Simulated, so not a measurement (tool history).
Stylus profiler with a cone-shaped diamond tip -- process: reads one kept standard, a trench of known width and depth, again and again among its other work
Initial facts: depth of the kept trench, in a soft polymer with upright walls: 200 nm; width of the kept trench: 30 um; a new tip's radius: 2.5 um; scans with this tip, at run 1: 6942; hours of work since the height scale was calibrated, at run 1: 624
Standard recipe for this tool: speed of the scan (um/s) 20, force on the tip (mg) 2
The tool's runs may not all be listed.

run	day	speed of the scan (um/s)	force on the tip (mg)	scans with this tip	hours of work since the height scale was calibrated	depth of the trench (angstrom)	width of the trench's floor (um)
1	0	20	2	6942	624	2032.4	27.62
2	0.638	63	2	7065	635	2032.3	27.31
3	1.433	63	2	7219	649	2033.4	27.36
4	2.675	63	2	7459	671	2032.3	27.32
5	3.65	63	2	7649	688	2031.5	27.28
6	4.679	20	2	7848	706	2032.2	27.55
7	5.633	20	2	8033	722	2031.8	27.58
8	6.533	20	2	8207	738	2031.5	27.6
9	7.542	20	2	8402	756	2031.6	27.58
# day 7.617: height scale calibrated on a step standard
10	8.383	20	2	8561	13	2034.3	27.59
11	9.25	22	0.95	8729	28	2021.4	27.55
# day 10.071: height scale calibrated on a step standard, once more
12	10.288	58	3.82	8925	4	2045.3	27.4
13	11.312	62	2.26	9124	22	2031.6	27.29
14	11.912	11	2.26	9240	32	2032.2	27.63
15	12.467	11	2.26	9347	42	2031.5	27.63
16	13.617	7	3.98	9570	62	2045.8	27.62
17	14.275	44	1.41	9698	73	2023.7	27.31

What if the next run were any one of these 5? Each begins from the tool's condition after run 17:
A	15.133	44	5.03	9864	88	?	?
B	15.133	23	1.41	9864	88	?	?
C	15.133	52	2	9864	88	?	?
D	15.133	6	2	9864	88	?	?
E	15.133	48	4.3	9864	88	?	?

run	depth of the trench (angstrom)	width of the trench's floor (um)
A	2053.8	27.49
B	2023.7	27.47
C	2028.1	27.34
D	2028.9	27.64
E	2048.9	27.46
Without the tool's hidden state the same runs would have given:
run	depth of the trench (angstrom)	width of the trench's floor (um)
A	2053.8	27.87
B	2023.7	27.85
C	2028.1	27.72
D	2028.9	28.02
E	2048.9	27.84
